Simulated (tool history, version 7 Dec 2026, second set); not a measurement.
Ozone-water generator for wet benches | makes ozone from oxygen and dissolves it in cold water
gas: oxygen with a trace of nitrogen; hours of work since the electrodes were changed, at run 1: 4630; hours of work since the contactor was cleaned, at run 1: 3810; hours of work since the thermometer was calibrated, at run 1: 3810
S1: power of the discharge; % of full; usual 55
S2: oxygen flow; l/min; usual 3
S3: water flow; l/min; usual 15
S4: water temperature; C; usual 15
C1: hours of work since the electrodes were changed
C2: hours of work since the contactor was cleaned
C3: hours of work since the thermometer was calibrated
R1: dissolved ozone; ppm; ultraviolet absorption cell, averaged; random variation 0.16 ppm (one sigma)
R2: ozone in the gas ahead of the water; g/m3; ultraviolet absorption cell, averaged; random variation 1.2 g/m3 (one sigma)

run    hour  S1    S2  S3  S4    C1    C2    C3    R1     R2
  1       0  55     3  15  15  4630  3810  3810  19.5  197.7
  2   107.5  55     3  15  15  4722  3902  3902  19.3  197.7
  3   234.4  55   4.4  15  15  4831  4011  4011  21.3  172.5
  4   340.3  55   4.4  15  15  4922  4101  4101  21.2  172.9
  5     440  55   4.4  15  15  5007  4187  4187  21.2  171.3
  6   565.1  55  3.01  15  15  5114  4294  4294  19.8  195.3
  7   657.7  55  3.01  15  21  5193  4373  4373  18.1  197.3
  8   835.8  55  3.01  15  21  5346  4526  4526  17.9  195.5
  9   970.1  55  3.01  15  21  5461  4641  4641    18    195
 10  1138.1  55     3  15  15  5605  4784  4784  19.4  195.9
     1233.2  -- water thermometer calibrated
 11  1303.5  55     3  15  15  5746  4926    60  19.2  195.8
     1336.6  -- contactor cleaned
 12  1420.1  55     3  15  15  5842    71   157  19.9    196
 13  1598.3  55     3  15  15  5995   224   309  19.5  193.3
 14  1715.8  55     3  15  15  6095   325   410  19.4  192.4
 15  1898.3  55  2.74  20  15  6252   481   566  14.4  199.7
 16  2114.2  55  5.04  15  15  6436   666   751  21.5  160.1
 17  2278.6  55  5.04  15  15  6577   806   891  21.4  159.9
 18  2399.1  66  3.59   9  15  6680   910   995  32.6  199.3
 19  2563.5  66  5.38   9  15  6821  1050  1135    33  170.8
 20  2733.7  49   2.6  15  15  6967  1196  1281  17.2  190.8
 21  2943.8  49   2.6  15  15  7146  1376  1461  17.3  189.8
 22  3135.3  49  3.79  15  15  7310  1540  1625    19  162.7
 23  3250.5  51  3.84  18   9  7409  1638  1723  17.6  168.9
 24  3340.4  51  3.84  20   9  7486  1715  1800  15.9  166.6
 25    3525  51  3.84  20   9  7644  1873  1958  16.1  167.1
 26  3702.2  88     3  15   9  7796  2025  2110  26.1  245.3
 27  3915.2  88     3  15   9  7978  2207  2292  25.8    244

5 ways to go on from here, each from the tool as it stands after run 27. What would each give?
  A  4075.2  88  3.65   9   9  8115  2344  2429   ?   ?
  B  4075.2  78  3.95  15   9  8115  2344  2429   ?   ?
  C  4075.2  55  2.04  17  16  8115  2344  2429   ?   ?
  D  4075.2  55  4.35  15  15  8115  2344  2429   ?   ?
  E  4075.2  55     3  15  15  8115  2344  2429   ?   ?

run    R1     R2
  A  41.4    227
  B  26.1  205.1
  C  14.5  217.8
  D  20.6  164.5
  E  18.8  188.7
Without the tool's hidden state the same runs would have given:
run    R1     R2
  A  47.8  259.4
  B    30  232.3
  C  16.3  241.1
  D  23.1  182.1
  E    21  208.9
